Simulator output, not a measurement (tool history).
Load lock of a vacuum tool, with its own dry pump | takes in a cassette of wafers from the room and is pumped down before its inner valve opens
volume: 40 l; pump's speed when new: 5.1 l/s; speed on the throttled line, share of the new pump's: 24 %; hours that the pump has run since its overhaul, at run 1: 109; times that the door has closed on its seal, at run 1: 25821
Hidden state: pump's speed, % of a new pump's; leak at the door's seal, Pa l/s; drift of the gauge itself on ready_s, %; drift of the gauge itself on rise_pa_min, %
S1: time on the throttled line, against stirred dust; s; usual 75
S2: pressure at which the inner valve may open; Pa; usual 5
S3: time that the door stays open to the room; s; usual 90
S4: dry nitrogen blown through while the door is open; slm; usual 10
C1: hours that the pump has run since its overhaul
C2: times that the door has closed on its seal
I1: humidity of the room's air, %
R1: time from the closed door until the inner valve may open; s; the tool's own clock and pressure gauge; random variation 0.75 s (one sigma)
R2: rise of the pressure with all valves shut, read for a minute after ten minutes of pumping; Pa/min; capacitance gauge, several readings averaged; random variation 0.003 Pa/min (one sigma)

run,hour,S1,S2,S3,S4,C1,C2,I1,R1,R2
1,0.0,75,5,90,10,109,25821,43.0,135.8,0.190
2,532.6,75,5,90,10,641,27776,46.2,135.0,0.215
3,920.2,75,5,90,10,1029,29199,45.5,135.2,0.222
4,1289.2,75,5,90,10,1398,30554,43.0,138.0,0.234
5,1797.3,75,5,90,10,1906,32420,44.7,137.0,0.257
# hour 2161.3: door's seal changed, seat wiped
6,2292.3,68,5,90,10,2399,480,46.1,130.5,0.031
7,2601.1,59,5,90,10,2708,1615,44.3,125.9,0.037
8,3098.8,98,4,34,10,3206,3442,48.5,156.7,0.026
9,3406.4,98,4,34,10,3514,4571,46.8,157.7,0.029
10,3685.3,98,7,34,10,3793,5595,44.4,152.6,0.031
11,4005.3,98,7,34,10,4112,6770,45.0,152.2,0.037
12,4519.2,76,4,34,10,4626,8657,41.6,142.1,0.049
13,4823.6,75,4,90,10,4931,9775,46.7,140.8,0.064
14,5040.4,75,4,90,10,5148,10571,45.0,142.4,0.065

The same runs without the tool's hidden state, with the same run-to-run variation:
run,R1,R2
1,136.3,0.026
2,135.2,0.032
3,135.2,0.026
4,137.7,0.026
5,136.5,0.032
6,129.8,0.029
7,125.1,0.033
8,155.6,0.016
9,156.5,0.015
10,151.4,0.014
11,150.8,0.016
12,139.9,0.020
13,138.4,0.030
14,139.9,0.028
